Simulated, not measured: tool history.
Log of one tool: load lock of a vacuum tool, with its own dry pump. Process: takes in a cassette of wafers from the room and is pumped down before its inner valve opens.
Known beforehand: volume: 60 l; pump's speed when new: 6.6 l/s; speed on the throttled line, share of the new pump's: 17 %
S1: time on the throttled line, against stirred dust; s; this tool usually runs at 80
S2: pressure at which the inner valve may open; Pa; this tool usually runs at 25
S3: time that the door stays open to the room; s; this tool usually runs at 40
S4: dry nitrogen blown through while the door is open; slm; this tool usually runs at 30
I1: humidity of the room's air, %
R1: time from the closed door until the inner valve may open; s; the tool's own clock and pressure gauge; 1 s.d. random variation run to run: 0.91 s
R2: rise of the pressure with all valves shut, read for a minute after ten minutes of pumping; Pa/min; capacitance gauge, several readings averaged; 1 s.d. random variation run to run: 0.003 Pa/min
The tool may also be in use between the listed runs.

run 1 day=0.000 | S1=80 S2=25 S3=40 S4=30 | I1=45.5 | R1=155.3 R2=0.064
run 2 day=8.112 | S1=80 S2=25 S3=40 S4=30 | I1=46.3 | R1=155.3 R2=0.070
run 3 day=16.783 | S1=80 S2=25 S3=40 S4=30 | I1=44.2 | R1=156.7 R2=0.073
run 4 day=26.288 | S1=80 S2=25 S3=40 S4=30 | I1=46.9 | R1=157.1 R2=0.077
run 5 day=33.483 | S1=80 S2=25 S3=40 S4=30 | I1=47.6 | R1=157.4 R2=0.081
run 6 day=40.912 | S1=80 S2=25 S3=40 S4=15 | I1=47.4 | R1=155.3 R2=0.093
run 7 day=47.667 | S1=80 S2=25 S3=40 S4=15 | I1=49.5 | R1=159.4 R2=0.097
run 8 day=56.021 | S1=80 S2=25 S3=40 S4=30 | I1=49.1 | R1=158.2 R2=0.089
-- day=60.133 dry pump taken out, an overhauled one fitted
run 9 day=62.483 | S1=80 S2=25 S3=44 S4=30 | I1=42.9 | R1=143.4 R2=0.096
run 10 day=73.075 | S1=80 S2=25 S3=44 S4=30 | I1=40.7 | R1=144.0 R2=0.097
run 11 day=79.162 | S1=80 S2=25 S3=44 S4=30 | I1=43.2 | R1=145.7 R2=0.108
run 12 day=83.675 | S1=80 S2=25 S3=40 S4=30 | I1=45.8 | R1=144.0 R2=0.104
run 13 day=91.625 | S1=80 S2=25 S3=40 S4=25 | I1=47.5 | R1=143.3 R2=0.114
run 14 day=99.562 | S1=80 S2=25 S3=40 S4=25 | I1=42.6 | R1=145.0 R2=0.118
run 15 day=105.621 | S1=80 S2=25 S3=40 S4=25 | I1=46.5 | R1=145.6 R2=0.124
run 16 day=114.333 | S1=80 S2=25 S3=40 S4=25 | I1=45.7 | R1=146.6 R2=0.130
run 17 day=124.142 | S1=80 S2=25 S3=40 S4=25 | I1=44.9 | R1=146.6 R2=0.139
run 18 day=129.875 | S1=80 S2=25 S3=168 S4=30 | I1=47.4 | R1=146.4 R2=0.183
run 19 day=136.112 | S1=72 S2=19 S3=30 S4=7 | I1=42.2 | R1=141.1 R2=0.145
run 20 day=145.908 | S1=72 S2=29 S3=48 S4=7 | I1=42.4 | R1=138.4 R2=0.163
run 21 day=153.300 | S1=158 S2=44 S3=163 S4=13 | I1=47.1 | R1=205.6 R2=0.206
run 22 day=158.646 | S1=158 S2=41 S3=79 S4=13 | I1=44.4 | R1=206.8 R2=0.186
run 23 day=163.604 | S1=60 S2=49 S3=79 S4=13 | I1=46.1 | R1=125.3 R2=0.191
run 24 day=172.792 | S1=60 S2=49 S3=79 S4=13 | I1=46.7 | R1=124.5 R2=0.200
run 25 day=179.812 | S1=80 S2=21 S3=40 S4=30 | I1=46.2 | R1=150.0 R2=0.181
run 26 day=189.225 | S1=80 S2=25 S3=149 S4=4 | I1=48.6 | R1=149.6 R2=0.266
run 27 day=198.683 | S1=65 S2=25 S3=149 S4=4 | I1=44.8 | R1=137.1 R2=0.265
run 28 day=208.158 | S1=73 S2=25 S3=149 S4=4 | I1=44.4 | R1=143.5 R2=0.272

Consider 4 possible next runs. They are alternatives, not a sequence: every one starts from the tool as it was left by run 28. What does each give?
run A day=214.479 | S1=80 S2=25 S3=40 S4=31 | I1=46.0 | R1=? R2=?
run B day=214.479 | S1=73 S2=25 S3=146 S4=4 | I1=47.5 | R1=? R2=?
run C day=214.479 | S1=132 S2=25 S3=149 S4=15 | I1=41.7 | R1=? R2=?
run D day=214.479 | S1=44 S2=25 S3=144 S4=22 | I1=43.3 | R1=? R2=?

run=A R1=151.6 R2=0.212
run=B R1=144.9 R2=0.284
run=C R1=192.6 R2=0.257
run=D R1=121.4 R2=0.245
Without the tool's unlogged condition, the same runs would have read:
run=A R1=143.9 R2=0.023
run=B R1=137.0 R2=0.094
run=C R1=186.0 R2=0.067
run=D R1=113.0 R2=0.059
